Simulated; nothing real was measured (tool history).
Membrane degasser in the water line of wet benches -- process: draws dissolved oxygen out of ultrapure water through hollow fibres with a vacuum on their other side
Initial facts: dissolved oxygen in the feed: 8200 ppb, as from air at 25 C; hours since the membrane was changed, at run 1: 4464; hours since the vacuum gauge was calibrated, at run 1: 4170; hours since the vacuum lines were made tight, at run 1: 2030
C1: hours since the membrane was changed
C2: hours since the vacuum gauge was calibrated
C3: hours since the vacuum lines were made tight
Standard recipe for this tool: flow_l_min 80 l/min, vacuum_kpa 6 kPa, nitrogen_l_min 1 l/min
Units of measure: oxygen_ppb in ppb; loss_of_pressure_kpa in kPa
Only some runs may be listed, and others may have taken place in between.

Run 1, hour 0: usual settings; C1 4464; C2 4170; C3 2030. Result: oxygen_ppb 627.5 ppb, loss_of_pressure_kpa 67.93 kPa.
Run 2, hour 179.5: usual settings; C1 4644; C2 4350; C3 2209. Result: oxygen_ppb 625.9 ppb, loss_of_pressure_kpa 67.76 kPa.
Run 3, hour 281.2: usual settings; C1 4745; C2 4451; C3 2311. Result: oxygen_ppb 624 ppb, loss_of_pressure_kpa 67.62 kPa.
Run 4, hour 419.5: usual settings; C1 4884; C2 4590; C3 2449. Result: oxygen_ppb 620.2 ppb, loss_of_pressure_kpa 67.88 kPa.
Run 5, hour 561.8: usual settings but nitrogen_l_min 2.99 l/min; C1 5026; C2 4732; C3 2591. Result: oxygen_ppb 432.6 ppb, loss_of_pressure_kpa 67.49 kPa.
Run 6, hour 677.8: usual settings but nitrogen_l_min 2.99 l/min; C1 5142; C2 4848; C3 2707. Result: oxygen_ppb 430.5 ppb, loss_of_pressure_kpa 67.9 kPa.
Run 7, hour 866.4: usual settings but nitrogen_l_min 2.99 l/min; C1 5331; C2 5037; C3 2896. Result: oxygen_ppb 430.6 ppb, loss_of_pressure_kpa 67.84 kPa.
Run 8, hour 1027: usual settings but vacuum_kpa 3.78 kPa; C1 5491; C2 5197; C3 3057. Result: oxygen_ppb 356.1 ppb, loss_of_pressure_kpa 67.84 kPa.
Run 9, hour 1134.1: usual settings but nitrogen_l_min 1.25 l/min; C1 5598; C2 5304; C3 3164. Result: oxygen_ppb 571 ppb, loss_of_pressure_kpa 67.98 kPa.
Run 10, hour 1324.9: usual settings but nitrogen_l_min 1.25 l/min; C1 5789; C2 5495; C3 3355. Result: oxygen_ppb 581 ppb, loss_of_pressure_kpa 67.8 kPa.
Run 11, hour 1443.5: usual settings but nitrogen_l_min 1.25 l/min; C1 5908; C2 5614; C3 3473. Result: oxygen_ppb 577.6 ppb, loss_of_pressure_kpa 68.09 kPa.
Run 12, hour 1554.8: usual settings but nitrogen_l_min 0.68 l/min; C1 6019; C2 5725; C3 3584. Result: oxygen_ppb 720.7 ppb, loss_of_pressure_kpa 67.79 kPa.
Run 13, hour 1732: usual settings but flow_l_min 49 l/min; C1 6196; C2 5902; C3 3762. Result: oxygen_ppb 409.4 ppb, loss_of_pressure_kpa 41.6 kPa.
Run 14, hour 1835.7: usual settings but flow_l_min 49 l/min; C1 6300; C2 6006; C3 3865. Result: oxygen_ppb 410.3 ppb, loss_of_pressure_kpa 41.65 kPa.
Run 15, hour 1984: usual settings but flow_l_min 49 l/min; C1 6448; C2 6154; C3 4014. Result: oxygen_ppb 404.5 ppb, loss_of_pressure_kpa 41.86 kPa.
Run 16, hour 2209.9: usual settings but flow_l_min 49 l/min; C1 6674; C2 6380; C3 4240. Result: oxygen_ppb 407.7 ppb, loss_of_pressure_kpa 41.57 kPa.
Run 17, hour 2445.2: usual settings; C1 6909; C2 6615; C3 4475. Result: oxygen_ppb 628.3 ppb, loss_of_pressure_kpa 68.04 kPa.
Run 18, hour 2553.5: usual settings but flow_l_min 91 l/min, vacuum_kpa 14 kPa, nitrogen_l_min 0.97 l/min; C1 7018; C2 6724; C3 4583. Result: oxygen_ppb 1635.4 ppb, loss_of_pressure_kpa 77.55 kPa.
Run 19, hour 2681: usual settings but vacuum_kpa 5.73 kPa; C1 7145; C2 6851; C3 4711. Result: oxygen_ppb 591.1 ppb, loss_of_pressure_kpa 68.49 kPa.
At hour 2763.7: vacuum gauge calibrated.
Run 20, hour 2841.2: usual settings but vacuum_kpa 5.73 kPa; C1 7305; C2 78; C3 4870. Result: oxygen_ppb 590.7 ppb, loss_of_pressure_kpa 68.04 kPa.
Run 21, hour 2959.6: usual settings but flow_l_min 56 l/min, vacuum_kpa 5.73 kPa; C1 7423; C2 196; C3 4989. Result: oxygen_ppb 432.5 ppb, loss_of_pressure_kpa 47.51 kPa.
Run 22, hour 3161.6: usual settings but flow_l_min 55 l/min, vacuum_kpa 3.63 kPa, nitrogen_l_min 2.57 l/min; C1 7625; C2 398; C3 5191. Result: oxygen_ppb 202.8 ppb, loss_of_pressure_kpa 46.53 kPa.
At hour 3187.5: seals of the vacuum lines changed.
Run 23, hour 3389.7: usual settings but flow_l_min 87 l/min, vacuum_kpa 11.07 kPa, nitrogen_l_min 1.25 l/min; C1 7851; C2 624; C3 202. Result: oxygen_ppb 1128.7 ppb, loss_of_pressure_kpa 74.37 kPa.
Run 24, hour 3610.6: usual settings but flow_l_min 102 l/min, vacuum_kpa 4.23 kPa, nitrogen_l_min 1.2 l/min; C1 8072; C2 845; C3 423. Result: oxygen_ppb 495.1 ppb, loss_of_pressure_kpa 87.37 kPa.
Run 25, hour 3723.1: usual settings but flow_l_min 102 l/min, vacuum_kpa 4.23 kPa, nitrogen_l_min 1.2 l/min; C1 8185; C2 957; C3 536. Result: oxygen_ppb 491.3 ppb, loss_of_pressure_kpa 87.46 kPa.
Run 26, hour 3875.1: usual settings but flow_l_min 119 l/min, vacuum_kpa 6.76 kPa, nitrogen_l_min 0.47 l/min; C1 8337; C2 1109; C3 688. Result: oxygen_ppb 1203.6 ppb, loss_of_pressure_kpa 101.48 kPa.
Run 27, hour 4000.1: usual settings but flow_l_min 54 l/min, vacuum_kpa 4.71 kPa, nitrogen_l_min 0.99 l/min; C1 8462; C2 1234; C3 813. Result: oxygen_ppb 323.4 ppb, loss_of_pressure_kpa 46.32 kPa.
Run 28, hour 4181.3: usual settings but flow_l_min 48 l/min; C1 8643; C2 1416; C3 994. Result: oxygen_ppb 395.9 ppb, loss_of_pressure_kpa 41.1 kPa.
Run 29, hour 4355.7: usual settings but flow_l_min 48 l/min; C1 8817; C2 1590; C3 1168. Result: oxygen_ppb 392.8 ppb, loss_of_pressure_kpa 41 kPa.
Run 30, hour 4471.1: usual settings but flow_l_min 48 l/min; C1 8933; C2 1705; C3 1284. Result: oxygen_ppb 394.8 ppb, loss_of_pressure_kpa 40.79 kPa.
Run 31, hour 4707.9: usual settings but flow_l_min 122 l/min, vacuum_kpa 13.89 kPa, nitrogen_l_min 0.91 l/min; C1 9170; C2 1942; C3 1520. Result: oxygen_ppb 1981.5 ppb, loss_of_pressure_kpa 104.72 kPa.
Run 32, hour 4946.8: usual settings but flow_l_min 122 l/min, vacuum_kpa 13.89 kPa, nitrogen_l_min 0.91 l/min; C1 9408; C2 2181; C3 1759. Result: oxygen_ppb 2000 ppb, loss_of_pressure_kpa 104.45 kPa.
Run 33, hour 5107.2: usual settings but flow_l_min 59 l/min, vacuum_kpa 5.73 kPa, nitrogen_l_min 0.42 l/min; C1 9569; C2 2342; C3 1920. Result: oxygen_ppb 640.8 ppb, loss_of_pressure_kpa 50.71 kPa.

Hidden condition of the tool, last listed run before each entry between runs versus first listed run after:
From run 19 to run 20: vacuum gauge calibrated (hour 2763.7)
  drift of the gauge itself on loss_of_pressure_kpa, %: 0.68 -> 0.72
  measured value less the no-hidden-state value, loss_of_pressure_kpa: +0.49 -> +0.51 kPa
From run 22 to run 23: seals of the vacuum lines changed (hour 3187.5)
  air that leaks in behind the membrane, l/min: 0.0022 -> 0.002; drift of the gauge itself on loss_of_pressure_kpa, %: 0.8 -> 0.86
  measured value less the no-hidden-state value, loss_of_pressure_kpa: +0.39 -> +0.65 kPa

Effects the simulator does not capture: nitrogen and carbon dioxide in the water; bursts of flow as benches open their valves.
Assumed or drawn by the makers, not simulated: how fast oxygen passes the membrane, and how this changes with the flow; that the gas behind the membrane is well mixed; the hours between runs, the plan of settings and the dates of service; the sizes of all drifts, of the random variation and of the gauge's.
